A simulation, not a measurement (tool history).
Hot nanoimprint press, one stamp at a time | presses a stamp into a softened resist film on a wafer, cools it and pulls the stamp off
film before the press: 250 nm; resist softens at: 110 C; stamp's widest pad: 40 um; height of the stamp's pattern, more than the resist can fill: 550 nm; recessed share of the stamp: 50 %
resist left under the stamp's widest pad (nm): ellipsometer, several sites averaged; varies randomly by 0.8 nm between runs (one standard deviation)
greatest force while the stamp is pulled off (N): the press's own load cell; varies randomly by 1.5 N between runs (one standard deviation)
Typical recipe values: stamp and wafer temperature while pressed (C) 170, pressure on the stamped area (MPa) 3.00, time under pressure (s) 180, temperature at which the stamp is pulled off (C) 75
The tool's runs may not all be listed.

run,hour,stamp and wafer temperature while pressed (C),pressure on the stamped area (MPa),time under pressure (s),temperature at which the stamp is pulled off (C),resist left under the stamp's widest pad (nm),greatest force while the stamp is pulled off (N)
1,0.0,170,3.00,180,75,141.0,240
# hour 12.6: stamp cleaned and given a new release coat
2,28.1,170,3.00,180,75,139.5,214
3,45.6,170,3.00,180,75,140.2,215
4,58.1,170,3.00,91,75,171.2,216
5,73.3,170,3.00,91,75,171.9,220
6,95.2,170,3.00,195,75,138.0,221
7,117.8,170,3.00,180,72,141.3,231
8,127.6,170,2.20,180,75,160.1,227
9,148.9,170,2.26,180,75,159.3,230
10,168.6,177,3.00,180,75,102.6,234
11,189.0,177,3.00,180,75,101.9,237
12,202.7,170,3.00,180,75,145.4,242
13,218.7,170,3.00,180,75,143.4,242
14,229.7,175,3.00,180,75,114.3,240
# hour 237.5: stamp cleaned and given a new release coat
15,258.4,175,2.06,180,75,133.8,212
16,274.8,180,3.00,90,62,117.9,232
17,294.3,180,1.82,112,62,133.1,235
18,307.5,170,3.00,122,76,164.3,221
19,321.6,170,3.92,122,76,147.6,220
# hour 326.0: plate thermocouple calibrated
20,346.4,170,3.92,122,76,153.9,228
21,359.5,181,1.90,128,64,124.8,243
22,379.1,182,4.12,180,60,73.1,251
23,401.2,182,4.12,180,60,73.4,252
# hour 420.0: plate thermocouple calibrated, once more
24,423.8,161,2.01,180,75,208.4,233
25,438.0,161,2.01,180,73,209.6,239
26,454.1,181,4.29,229,67,58.2,252
# hour 469.1: stamp cleaned and given a new release coat
27,473.4,170,1.95,124,75,173.9,210
28,491.8,170,3.00,165,65,136.7,224
29,512.9,170,3.00,165,65,135.9,226
30,532.7,170,3.46,165,65,130.3,230

Branching from run 30: 3 alternative next runs. What would each branch give?
A,544.3,176,3.46,165,66,?,?
B,544.3,170,2.59,214,75,?,?
C,544.3,174,3.54,91,75,?,?

run,resist left under the stamp's widest pad (nm),greatest force while the stamp is pulled off (N)
A,96.2,229
B,131.9,219
C,131.7,223
What these runs would have given with no unlogged condition in the tool:
run,resist left under the stamp's widest pad (nm),greatest force while the stamp is pulled off (N)
A,94.6,218
B,130.1,208
C,129.7,213
